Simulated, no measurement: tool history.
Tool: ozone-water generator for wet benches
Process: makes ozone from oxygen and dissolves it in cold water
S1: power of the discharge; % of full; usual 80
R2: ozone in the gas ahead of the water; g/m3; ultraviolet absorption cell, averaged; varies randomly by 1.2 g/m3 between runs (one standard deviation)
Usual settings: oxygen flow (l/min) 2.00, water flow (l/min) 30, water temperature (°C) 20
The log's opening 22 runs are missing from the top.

run 23 hour=667.2 | S1=56 oxygen_flow_(l/min)=3.34 water_flow_(l/min)=46 water_temperature_(°C)=13 | dissolved_ozone_(ppm)=3.4 R2=102.4
run 24 hour=709.7 | S1=94 oxygen_flow_(l/min)=2.00 water_flow_(l/min)=30 water_temperature_(°C)=20 | dissolved_ozone_(ppm)=7.9 R2=227.5
run 25 hour=732.2 | S1=94 oxygen_flow_(l/min)=2.00 water_flow_(l/min)=19 water_temperature_(°C)=20 | dissolved_ozone_(ppm)=12.8 R2=227.7
run 26 hour=754.1 | S1=42 oxygen_flow_(l/min)=3.31 water_flow_(l/min)=29 water_temperature_(°C)=19 | dissolved_ozone_(ppm)=4.1 R2=80.7
run 27 hour=791.8 | S1=42 oxygen_flow_(l/min)=3.31 water_flow_(l/min)=29 water_temperature_(°C)=19 | dissolved_ozone_(ppm)=4.3 R2=79.4
run 28 hour=829.5 | S1=41 oxygen_flow_(l/min)=2.63 water_flow_(l/min)=36 water_temperature_(°C)=12 | dissolved_ozone_(ppm)=3.3 R2=91.7
run 29 hour=849.1 | S1=80 oxygen_flow_(l/min)=2.74 water_flow_(l/min)=42 water_temperature_(°C)=12 | dissolved_ozone_(ppm)=4.9 R2=159.8
run 30 hour=873.2 | S1=56 oxygen_flow_(l/min)=1.85 water_flow_(l/min)=39 water_temperature_(°C)=13 | dissolved_ozone_(ppm)=3.9 R2=153.1
run 31 hour=910.0 | S1=59 oxygen_flow_(l/min)=2.16 water_flow_(l/min)=30 water_temperature_(°C)=20 | dissolved_ozone_(ppm)=5.2 R2=143.6
run 32 hour=932.2 | S1=63 oxygen_flow_(l/min)=3.04 water_flow_(l/min)=26 water_temperature_(°C)=26 | dissolved_ozone_(ppm)=6.3 R2=122.1
run 33 hour=968.2 | S1=63 oxygen_flow_(l/min)=3.04 water_flow_(l/min)=26 water_temperature_(°C)=26 | dissolved_ozone_(ppm)=6.3 R2=120.8

4 options for the next run, each taken on its own from the tool as it stands now. Forecast them:
run A hour=990.7 | S1=80 oxygen_flow_(l/min)=1.50 water_flow_(l/min)=20 water_temperature_(°C)=24 | dissolved_ozone_(ppm)=? R2=?
run B hour=990.7 | S1=91 oxygen_flow_(l/min)=1.37 water_flow_(l/min)=30 water_temperature_(°C)=26 | dissolved_ozone_(ppm)=? R2=?
run C hour=990.7 | S1=80 oxygen_flow_(l/min)=2.73 water_flow_(l/min)=30 water_temperature_(°C)=20 | dissolved_ozone_(ppm)=? R2=?
run D hour=990.7 | S1=80 oxygen_flow_(l/min)=2.00 water_flow_(l/min)=22 water_temperature_(°C)=20 | dissolved_ozone_(ppm)=? R2=?

run=A dissolved_ozone_(ppm)=9.8 R2=239.7
run=B dissolved_ozone_(ppm)=6.8 R2=286.2
run=C dissolved_ozone_(ppm)=6.7 R2=158.6
run=D dissolved_ozone_(ppm)=9.5 R2=196.2
Take away the tool's hidden state, keep each run's random variation, and the runs would have read:
run=A dissolved_ozone_(ppm)=11.3 R2=261.9
run=B dissolved_ozone_(ppm)=8.0 R2=315.6
run=C dissolved_ozone_(ppm)=7.9 R2=173.4
run=D dissolved_ozone_(ppm)=10.9 R2=214.3
